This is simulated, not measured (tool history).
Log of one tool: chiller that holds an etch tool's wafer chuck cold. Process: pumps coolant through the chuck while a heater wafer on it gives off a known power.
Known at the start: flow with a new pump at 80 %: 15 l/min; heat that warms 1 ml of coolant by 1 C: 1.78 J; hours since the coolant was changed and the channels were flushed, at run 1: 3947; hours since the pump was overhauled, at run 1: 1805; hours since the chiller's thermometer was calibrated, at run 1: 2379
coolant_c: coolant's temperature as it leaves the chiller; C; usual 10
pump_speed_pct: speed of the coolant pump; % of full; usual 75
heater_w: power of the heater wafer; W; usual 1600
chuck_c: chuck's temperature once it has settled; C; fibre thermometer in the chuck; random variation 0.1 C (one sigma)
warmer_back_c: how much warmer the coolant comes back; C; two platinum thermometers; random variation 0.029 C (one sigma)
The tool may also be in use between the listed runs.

run    hour  coolant_c  pump_speed_pct  heater_w  hours since the coolant was changed and the channels were flushed  hours since the pump was overhauled  hours since the chiller's thermometer was calibrated  chuck_c  warmer_back_c
  1     0.0         10              75      1600                                                               3947                                 1805                                                  2379     27.4           3.94
  2    53.3         10              75      2366                                                               4001                                 1858                                                  2433     35.9           5.77
  3   108.7         10              75      2366                                                               4056                                 1914                                                  2488     35.8           5.82
  4   143.1         10              64      2366                                                               4090                                 1948                                                  2523     37.8           6.83
  5   192.6         10              64      2366                                                               4140                                 1998                                                  2572     38.0           6.73
  6   262.3         10              64      2366                                                               4210                                 2067                                                  2642     38.0           6.78
  7   297.0         19              75      1600                                                               4244                                 2102                                                  2676     36.8           3.99
  8   331.0         10              80      1600                                                               4278                                 2136                                                  2710     27.4           3.75
  9   373.8         10              72      1600                                                               4321                                 2179                                                  2753     28.3           4.11
 10   444.1         10              72      1600                                                               4391                                 2249                                                  2823     28.3           4.09
 11   503.8         10              72      1600                                                               4451                                 2309                                                  2883     28.2           4.15
 12   537.0          5              75      1600                                                               4484                                 2342                                                  2916     23.3           3.91
 13   587.8          5              75      1600                                                               4535                                 2393                                                  2967     22.8           4.01
 14   645.7          5              75      1600                                                               4593                                 2451                                                  3025     23.1           3.97
 15   692.4          5              75      1600                                                               4640                                 2497                                                  3072     23.0           3.97
 16   723.9          5              75      1600                                                               4671                                 2529                                                  3103     23.0           3.97
 17   787.7          5              76      1600                                                               4735                                 2593                                                  3167     22.9           3.91
      824.5  -- chiller's thermometer calibrated
 18   859.0         16              62      1282                                                               4805                                 2663                                                    35     31.3           3.88
      901.6  -- coolant changed, channels flushed
 19   913.0          8              69       829                                                                 11                                 2711                                                    83     16.0           2.21
 20   974.2          8              69       829                                                                 73                                 2772                                                   144     15.9           2.29
 21  1011.7          8              69       829                                                                110                                 2810                                                   181     16.0           2.29
 22  1050.3         11              75      1004                                                                149                                 2848                                                   220     20.7           2.54
 23  1113.2         11              75      1004                                                                212                                 2911                                                   283     20.6           2.53
 24  1171.5         10              84      1003                                                                270                                 2969                                                   341     19.1           2.27
 25  1202.6          9              81      1003                                                                301                                 3001                                                   372     18.4           2.31
 26  1266.7         16              81      1933                                                                365                                 3065                                                   436     33.8           4.52
 27  1324.7         16              81      1933                                                                423                                 3123                                                   494     34.0           4.47
 28  1379.2         19              82      1110                                                                478                                 3177                                                   549     29.2           2.59
 29  1444.7         19              82      1110                                                                543                                 3243                                                   614     29.4           2.55
 30  1486.0         12              61      1600                                                                584                                 3284                                                   656     29.0           4.99
 31  1521.8          9              96      2268                                                                620                                 3320                                                   691     28.7           4.44
 32  1589.5         15              75      1600                                                                688                                 3387                                                   759     30.5           4.07
 33  1621.3          5              75      1600                                                                720                                 3419                                                   791     20.4           4.07

The same runs without the tool's hidden state, with the same run-to-run variation:
The hidden state here: heat passed by the chuck's channels, % of clean ones'; flow at a given pump speed, % of a new pump's; coolant's true temperature over the reading, C; drift of the gauge itself on chuck_c, C; drift of the gauge itself on warmer_back_c, C.
run  chuck_c  warmer_back_c
  1     24.7           3.83
  2     32.0           5.61
  3     31.9           5.65
  4     33.6           6.63
  5     33.6           6.53
  6     33.6           6.57
  7     33.8           3.87
  8     24.4           3.63
  9     25.2           3.98
 10     25.2           3.95
 11     25.0           4.00
 12     20.1           3.77
 13     19.6           3.86
 14     19.8           3.82
 15     19.7           3.82
 16     19.7           3.82
 17     19.5           3.75
 18     28.8           3.72
 19     15.9           2.12
 20     15.8           2.20
 21     15.9           2.19
 22     20.4           2.43
 23     20.4           2.42
 24     18.8           2.16
 25     18.2           2.20
 26     33.2           4.30
 27     33.3           4.25
 28     28.8           2.46
 29     29.0           2.42
 30     28.2           4.73
 31     27.7           4.21
 32     29.7           3.86
 33     19.6           3.86
